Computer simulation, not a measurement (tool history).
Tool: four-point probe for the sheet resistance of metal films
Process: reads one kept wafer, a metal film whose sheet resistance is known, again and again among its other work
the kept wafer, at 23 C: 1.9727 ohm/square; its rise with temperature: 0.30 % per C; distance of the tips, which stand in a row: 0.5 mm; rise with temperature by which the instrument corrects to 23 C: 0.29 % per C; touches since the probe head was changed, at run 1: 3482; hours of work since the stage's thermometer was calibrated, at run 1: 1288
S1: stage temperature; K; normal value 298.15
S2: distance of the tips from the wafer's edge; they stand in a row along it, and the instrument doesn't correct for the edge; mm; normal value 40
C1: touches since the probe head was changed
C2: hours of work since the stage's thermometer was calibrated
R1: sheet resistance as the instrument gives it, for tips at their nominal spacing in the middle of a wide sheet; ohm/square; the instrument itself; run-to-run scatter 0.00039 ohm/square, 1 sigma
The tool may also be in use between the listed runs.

run 1 day=0.000 | S1=298.15 S2=40 | C1=3482 C2=1288 | R1=1.971873
run 2 day=1.058 | S1=298.15 S2=40 | C1=3850 C2=1305 | R1=1.972588
run 3 day=2.138 | S1=298.15 S2=40 | C1=4223 C2=1322 | R1=1.971836
run 4 day=4.246 | S1=298.15 S2=40 | C1=4954 C2=1356 | R1=1.972743
run 5 day=5.508 | S1=298.15 S2=40 | C1=5391 C2=1376 | R1=1.972661
run 6 day=7.383 | S1=298.15 S2=40 | C1=6041 C2=1405 | R1=1.972790
run 7 day=9.033 | S1=298.15 S2=40 | C1=6613 C2=1432 | R1=1.972869
run 8 day=11.267 | S1=298.15 S2=40 | C1=7387 C2=1467 | R1=1.972559
run 9 day=13.292 | S1=298.15 S2=40 | C1=8087 C2=1499 | R1=1.972534
run 10 day=15.596 | S1=297.15 S2=32 | C1=8886 C2=1536 | R1=1.972701
-- day=15.742 stage's thermometer calibrated
run 11 day=17.033 | S1=292.15 S2=15 | C1=9377 C2=21 | R1=1.973296
run 12 day=18.196 | S1=301.15 S2=32 | C1=9780 C2=39 | R1=1.973531
run 13 day=19.196 | S1=292.15 S2=18 | C1=10127 C2=55 | R1=1.972647
run 14 day=20.667 | S1=296.15 S2=26 | C1=10636 C2=78 | R1=1.972938
run 15 day=22.188 | S1=293.15 S2=3 | C1=11163 C2=102 | R1=2.001379
run 16 day=24.454 | S1=302.15 S2=4 | C1=11948 C2=138 | R1=1.990775
-- day=25.421 stage's thermometer calibrated, once more
run 17 day=26.600 | S1=302.15 S2=16 | C1=12684 C2=19 | R1=1.974812

Some steps in R1, run to run, broken into two amounts with sign: the step expected even without the hidden condition (settings, incoming material, random variation), and the rest, left for the hidden condition together with whatever gauge scatter is not in both the measured and the hidden-condition-free result:
Hidden state present: inner tips' distance over the nominal, %; tips' flats over new ones', %; wafer's true temperature over the reading, C; drift of the gauge itself on sheet_ohm, %.
Run 14 -> 15: S1 296.15 -> 293.15, S2 26 -> 3. R1 +0.028441 ohm/square: hidden state +0.000077, all else +0.028364.
Run 16 -> 17: S2 4 -> 16, stage's thermometer calibrated, once more. R1 -0.015963 ohm/square: hidden state -0.001086, all else -0.014877.

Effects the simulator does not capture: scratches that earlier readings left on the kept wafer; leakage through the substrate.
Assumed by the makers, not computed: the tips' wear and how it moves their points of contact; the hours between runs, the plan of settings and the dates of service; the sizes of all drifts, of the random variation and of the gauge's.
